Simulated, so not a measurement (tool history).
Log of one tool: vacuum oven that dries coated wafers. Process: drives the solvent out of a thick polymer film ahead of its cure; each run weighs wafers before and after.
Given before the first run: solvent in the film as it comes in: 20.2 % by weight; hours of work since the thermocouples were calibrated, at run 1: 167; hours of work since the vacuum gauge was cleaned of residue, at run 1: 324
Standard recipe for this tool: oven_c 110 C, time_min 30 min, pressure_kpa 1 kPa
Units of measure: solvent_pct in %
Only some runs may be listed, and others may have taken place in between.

run,day,oven_c,time_min,pressure_kpa,hours of work since the thermocouples were calibrated,hours of work since the vacuum gauge was cleaned of residue,solvent_pct
1,0,110,30,1,167,324,1.27
2,0.55,110,30,1,174,331,1.4
3,1.492,110,30,1,186,343,1.33
4,2.042,110,17,1,193,350,3.34
5,2.658,110,17,1,201,358,3.35
6,3.425,110,17,1,210,367,3.34
7,3.896,110,17,1,216,373,3.29
8,4.412,110,17,1,223,380,3.38
9,5.021,110,39,1,230,387,0.89
10,5.871,110,39,1,241,398,0.95
11,6.85,110,39,1,253,410,0.94
12,7.508,110,39,1,261,419,0.88
13,8.604,110,39,1,275,432,0.81
14,9.217,110,39,1,283,440,0.93
15,10.175,110,39,1,295,452,0.9
16,11.296,101,30,1,309,466,2.85
17,12.421,110,24,1,323,480,2.02
18,12.958,110,30,1,330,487,1.44
19,13.667,103,30,1,339,496,2.47
20,14.671,103,30,1,351,509,2.5
21,15.346,110,30,1,360,517,1.45
22,16.133,110,30,1,370,527,1.44
23,16.996,110,30,1,381,538,1.39
24,17.954,110,30,1,393,550,1.49
25,18.683,108,30,2.59,402,559,2.6
26,19.304,108,49,0.56,410,567,0.72
27,20.15,99,30,0.98,420,578,3.36
28,20.662,113,30,0.6,427,584,0.9
29,21.617,123,15,1.16,439,596,1.76
30,22.483,110,18,1,450,607,3.34
31,22.962,110,18,1,456,613,3.24
32,23.883,110,18,1,467,624,3.32
33,24.675,110,15,0.96,477,634,4.13
34,25.725,110,18,0.64,490,648,3.09
35,26.662,123,33,0.6,502,659,0.35
36,27.567,123,33,0.6,513,671,0.34
37,28.579,123,33,0.6,526,683,0.34
38,29.712,101,20,1.53,540,698,5.23
39,30.692,101,20,1.53,553,710,5.34
40,31.608,101,20,1.53,564,722,5.19
41,32.675,112,39,1.53,578,735,1.19
42,33.229,112,45,0.8,585,742,0.71
43,33.988,110,41,1,594,751,0.87
44,35.112,106,37,3.53,608,766,3.07
45,35.917,118,27,1.96,618,776,1.37
46,36.867,107,30,0.59,630,788,1.7
47,37.342,107,30,0.59,636,794,1.66

Alternative continuations, all from the tool just after run 47; predict every row:
A,38.033,100,24,1,645,802,?
B,38.033,110,21,1.57,645,802,?
C,38.033,107,32,0.51,645,802,?
D,38.033,119,31,1,645,802,?

run,solvent_pct
A,4.47
B,2.93
C,1.6
D,0.76
With no hidden state in the tool, these same runs would have given:
run,solvent_pct
A,3.92
B,2.52
C,1.25
D,0.56
